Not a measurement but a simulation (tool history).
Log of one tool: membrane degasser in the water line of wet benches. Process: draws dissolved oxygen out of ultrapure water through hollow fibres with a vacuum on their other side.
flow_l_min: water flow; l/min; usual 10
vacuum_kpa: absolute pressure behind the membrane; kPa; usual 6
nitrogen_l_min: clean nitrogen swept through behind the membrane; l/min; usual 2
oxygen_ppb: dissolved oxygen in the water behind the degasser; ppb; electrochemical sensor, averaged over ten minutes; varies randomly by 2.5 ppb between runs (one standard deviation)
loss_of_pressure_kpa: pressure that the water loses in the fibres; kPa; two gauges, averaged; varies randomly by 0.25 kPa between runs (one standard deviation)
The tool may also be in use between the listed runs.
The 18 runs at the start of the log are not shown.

Run 19, hour 2589.6: usual settings but flow_l_min 6 l/min, vacuum_kpa 6.89 kPa, nitrogen_l_min 2.48 l/min. Result: oxygen_ppb 62.2 ppb, loss_of_pressure_kpa 39.06 kPa.
Run 20, hour 2730.3: usual settings but flow_l_min 6 l/min, vacuum_kpa 6.89 kPa, nitrogen_l_min 2.48 l/min. Result: oxygen_ppb 61.7 ppb, loss_of_pressure_kpa 38.68 kPa.
Run 21, hour 2867.1: usual settings but flow_l_min 6 l/min, vacuum_kpa 6.89 kPa, nitrogen_l_min 2.48 l/min. Result: oxygen_ppb 63.5 ppb, loss_of_pressure_kpa 39.11 kPa.
Run 22, hour 2988.1: usual settings but flow_l_min 6 l/min, vacuum_kpa 6.89 kPa, nitrogen_l_min 2.48 l/min. Result: oxygen_ppb 62.1 ppb, loss_of_pressure_kpa 38.94 kPa.
Run 23, hour 3102: usual settings but vacuum_kpa 8.9 kPa. Result: oxygen_ppb 280.6 ppb, loss_of_pressure_kpa 64.37 kPa.
Run 24, hour 3233.4: usual settings but flow_l_min 15 l/min, vacuum_kpa 8.9 kPa, nitrogen_l_min 2.62 l/min. Result: oxygen_ppb 646.5 ppb, loss_of_pressure_kpa 96.31 kPa.
At hour 3264.4: gauge calibrated.
At hour 3278: vacuum gauge calibrated.
Run 25, hour 3422.7: usual settings but flow_l_min 15 l/min, vacuum_kpa 8.9 kPa, nitrogen_l_min 2.62 l/min. Result: oxygen_ppb 648.8 ppb, loss_of_pressure_kpa 99.11 kPa.
Run 26, hour 3525: usual settings but flow_l_min 16 l/min, nitrogen_l_min 2.76 l/min. Result: oxygen_ppb 681.5 ppb, loss_of_pressure_kpa 106.31 kPa.
Run 27, hour 3699.7: usual settings but flow_l_min 16 l/min, nitrogen_l_min 2.76 l/min. Result: oxygen_ppb 686.3 ppb, loss_of_pressure_kpa 105.81 kPa.
Run 28, hour 3783.2: usual settings but flow_l_min 16 l/min, nitrogen_l_min 2.76 l/min. Result: oxygen_ppb 684.9 ppb, loss_of_pressure_kpa 105.72 kPa.

Run 29 has not been measured yet. What should we expect?
Run 29, hour 3914: usual settings but flow_l_min 16 l/min, nitrogen_l_min 2.76 l/min. Result: oxygen_ppb ?, loss_of_pressure_kpa ?.

oxygen_ppb: 688.4 ppb
loss_of_pressure_kpa: 104.95 kPa
Without the tool's hidden state the same run would have given oxygen_ppb 687.7 ppb, loss_of_pressure_kpa 105.47 kPa.
